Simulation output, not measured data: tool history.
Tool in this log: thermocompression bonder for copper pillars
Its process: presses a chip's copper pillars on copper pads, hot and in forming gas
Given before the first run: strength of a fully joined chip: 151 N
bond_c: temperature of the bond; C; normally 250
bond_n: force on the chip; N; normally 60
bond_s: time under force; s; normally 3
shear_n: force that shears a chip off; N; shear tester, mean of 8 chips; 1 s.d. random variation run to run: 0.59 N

| run | hour | bond_c | bond_n | bond_s | shear_n |
|---|---|---|---|---|---|
| 1 | 0.0 | 250 | 60 | 3 | 52.9 |
| 2 | 26.1 | 271 | 60 | 3 | 70.0 |
| 3 | 44.7 | 271 | 60 | 3 | 70.7 |
| 4 | 69.1 | 271 | 60 | 3 | 69.8 |
| 5 | 84.1 | 271 | 60 | 3 | 70.8 |
| 6 | 106.5 | 271 | 60 | 3 | 70.0 |
| 7 | 127.0 | 271 | 60 | 3 | 69.3 |
| 8 | 138.6 | 271 | 60 | 3 | 68.9 |
| 9 | 157.8 | 271 | 60 | 3 | 69.0 |
| 10 | 182.9 | 250 | 60 | 3 | 51.2 |
| 11 | 201.6 | 229 | 60 | 3 | 36.4 |
| 12 | 213.7 | 237 | 60 | 3 | 41.7 |
| 13 | 231.3 | 237 | 60 | 3 | 40.8 |
|  | 238.5 | forming gas filter changed |
| 14 | 244.8 | 237 | 60 | 3 | 45.8 |
| 15 | 260.7 | 237 | 60 | 3 | 45.4 |
| 16 | 277.3 | 229 | 60 | 3 | 39.1 |
| 17 | 301.9 | 229 | 60 | 3 | 38.2 |
| 18 | 318.1 | 229 | 60 | 3 | 38.9 |
| 19 | 342.7 | 229 | 66 | 3 | 43.3 |
| 20 | 354.2 | 250 | 60 | 3 | 55.1 |
| 21 | 375.6 | 250 | 60 | 3 | 54.7 |
| 22 | 394.5 | 243 | 37 | 3 | 27.9 |
| 23 | 418.9 | 272 | 59 | 2 | 61.7 |
| 24 | 444.1 | 225 | 70 | 4 | 47.3 |
| 25 | 466.3 | 238 | 56 | 4 | 46.8 |
| 26 | 483.3 | 238 | 56 | 4 | 45.7 |
| 27 | 494.4 | 238 | 56 | 4 | 47.1 |
| 28 | 506.8 | 271 | 41 | 5 | 58.4 |
| 29 | 517.5 | 270 | 60 | 5 | 83.2 |
| 30 | 534.4 | 270 | 58 | 3 | 69.1 |
| 31 | 557.2 | 250 | 60 | 5 | 64.4 |
| 32 | 579.9 | 257 | 76 | 3 | 72.9 |
| 33 | 593.4 | 257 | 76 | 3 | 73.3 |
| 34 | 605.1 | 223 | 48 | 6 | 34.2 |
| 35 | 619.8 | 223 | 74 | 2 | 35.3 |
| 36 | 634.8 | 250 | 67 | 6 | 74.7 |
| 37 | 647.4 | 250 | 67 | 6 | 74.0 |
| 38 | 662.7 | 272 | 58 | 3 | 68.5 |
| 39 | 678.3 | 272 | 68 | 3 | 78.3 |
| 40 | 700.0 | 239 | 88 | 3 | 64.2 |

Some steps in shear_n between neighbouring runs. How much of each would the tool show without its hidden state too (settings, what came in, random variation), and how much is left for the hidden state, with any gauge scatter that isn't in both results?
The tool's hidden condition here consists of: true temperature of the bond over the reading, C; force that reaches the chip, % of what is set; oxide that the forming gas leaves, % of the face; drift of the gauge itself on shear_n, %.
Run 13 -> 14: forming gas filter changed. shear_n +5.0 N: hidden state +4.5, all else +0.5.
Run 22 -> 23: bond_c 243 -> 272, bond_n 37 -> 59, bond_s 3 -> 2. shear_n +33.8 N: hidden state -1.9, all else +35.7.
Run 33 -> 34: bond_c 257 -> 223, bond_n 76 -> 48, bond_s 3 -> 6. shear_n -39.1 N: hidden state +3.1, all else -42.2.
Run 35 -> 36: bond_c 223 -> 250, bond_n 74 -> 67, bond_s 2 -> 6. shear_n +39.4 N: hidden state -3.6, all else +43.0.
